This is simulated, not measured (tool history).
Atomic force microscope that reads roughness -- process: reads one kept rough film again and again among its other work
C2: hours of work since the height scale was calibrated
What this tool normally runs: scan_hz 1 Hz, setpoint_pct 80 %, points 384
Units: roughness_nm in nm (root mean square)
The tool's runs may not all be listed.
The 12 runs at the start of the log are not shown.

Run 13, hour 140.4: usual settings but setpoint_pct 88 %, points 792; pictures with this tip 36; C2 330. Result: roughness_nm 4.746 nm (root mean square).
Run 14, hour 147.4: usual settings but setpoint_pct 88 %, points 288; pictures with this tip 44; C2 335. Result: roughness_nm 4.648 nm (root mean square).
Run 15, hour 153.9: usual settings; pictures with this tip 52; C2 339. Result: roughness_nm 4.738 nm (root mean square).
Run 16, hour 165.1: usual settings but setpoint_pct 89 %; pictures with this tip 65; C2 346. Result: roughness_nm 4.632 nm (root mean square).
Run 17, hour 179.3: usual settings but scan_hz 1.64 Hz, setpoint_pct 89 %; pictures with this tip 82; C2 354. Result: roughness_nm 4.502 nm (root mean square).
Run 18, hour 189.8: usual settings but scan_hz 2.22 Hz, setpoint_pct 55 %, points 461; pictures with this tip 95; C2 361. Result: roughness_nm 4.728 nm (root mean square).
Run 19, hour 205.2: usual settings but scan_hz 0.96 Hz, setpoint_pct 55 %, points 461; pictures with this tip 113; C2 370. Result: roughness_nm 4.738 nm (root mean square).
Run 20, hour 217.6: usual settings but scan_hz 3.88 Hz; pictures with this tip 128; C2 378. Result: roughness_nm 4.198 nm (root mean square).
Run 21, hour 230.7: usual settings but scan_hz 3.88 Hz, points 449; pictures with this tip 143; C2 386. Result: roughness_nm 4.159 nm (root mean square).
Run 22, hour 239.3: usual settings but points 894; pictures with this tip 153; C2 391. Result: roughness_nm 4.573 nm (root mean square).
Run 23, hour 253.8: usual settings but scan_hz 1.44 Hz, points 521; pictures with this tip 171; C2 400. Result: roughness_nm 4.422 nm (root mean square).
Run 24, hour 260.3: usual settings but scan_hz 1.44 Hz, setpoint_pct 83 %, points 521; pictures with this tip 178; C2 404. Result: roughness_nm 4.406 nm (root mean square).
Run 25, hour 269.9: usual settings but scan_hz 1.44 Hz, setpoint_pct 83 %, points 521; pictures with this tip 190; C2 410. Result: roughness_nm 4.398 nm (root mean square).
Run 26, hour 282.3: usual settings but scan_hz 1.44 Hz, setpoint_pct 83 %, points 521; pictures with this tip 204; C2 418. Result: roughness_nm 4.331 nm (root mean square).
Run 27, hour 292.3: usual settings but scan_hz 1.09 Hz, setpoint_pct 83 %, points 866; pictures with this tip 216; C2 424. Result: roughness_nm 4.389 nm (root mean square).
Run 28, hour 302.4: usual settings but scan_hz 0.69 Hz, setpoint_pct 56 %; pictures with this tip 228; C2 430. Result: roughness_nm 4.511 nm (root mean square).
Run 29, hour 313: usual settings but scan_hz 0.69 Hz, setpoint_pct 79 %, points 579; pictures with this tip 241; C2 437. Result: roughness_nm 4.408 nm (root mean square).
At hour 316.9: new tip fitted.
Run 30, hour 324.6: usual settings but scan_hz 1.86 Hz, points 658; pictures with this tip 9; C2 444. Result: roughness_nm 4.72 nm (root mean square).
Run 31, hour 331.5: usual settings but scan_hz 0.88 Hz, setpoint_pct 62 %, points 724; pictures with this tip 17; C2 448. Result: roughness_nm 4.973 nm (root mean square).
Run 32, hour 343: usual settings but scan_hz 0.88 Hz, setpoint_pct 62 %, points 724; pictures with this tip 31; C2 455. Result: roughness_nm 4.917 nm (root mean square).
Run 33, hour 354.7: usual settings but scan_hz 2.27 Hz, setpoint_pct 73 %, points 267; pictures with this tip 45; C2 462. Result: roughness_nm 4.644 nm (root mean square).

Alternative continuations, all from the tool just after run 33; predict every row:
Run A, hour 366.4: usual settings but scan_hz 1.14 Hz, setpoint_pct 69 %, points 461; pictures with this tip 59; C2 469. Result: roughness_nm ?.
Run B, hour 366.4: usual settings but scan_hz 1.11 Hz; pictures with this tip 59; C2 469. Result: roughness_nm ?.
Run C, hour 366.4: usual settings but scan_hz 1.53 Hz, setpoint_pct 69 %, points 389; pictures with this tip 59; C2 469. Result: roughness_nm ?.

run  roughness_nm
  A         4.811
  B         4.696
  C         4.779
Without the tool's hidden state the same runs would have given:
run  roughness_nm
  A         4.917
  B         4.799
  C         4.884
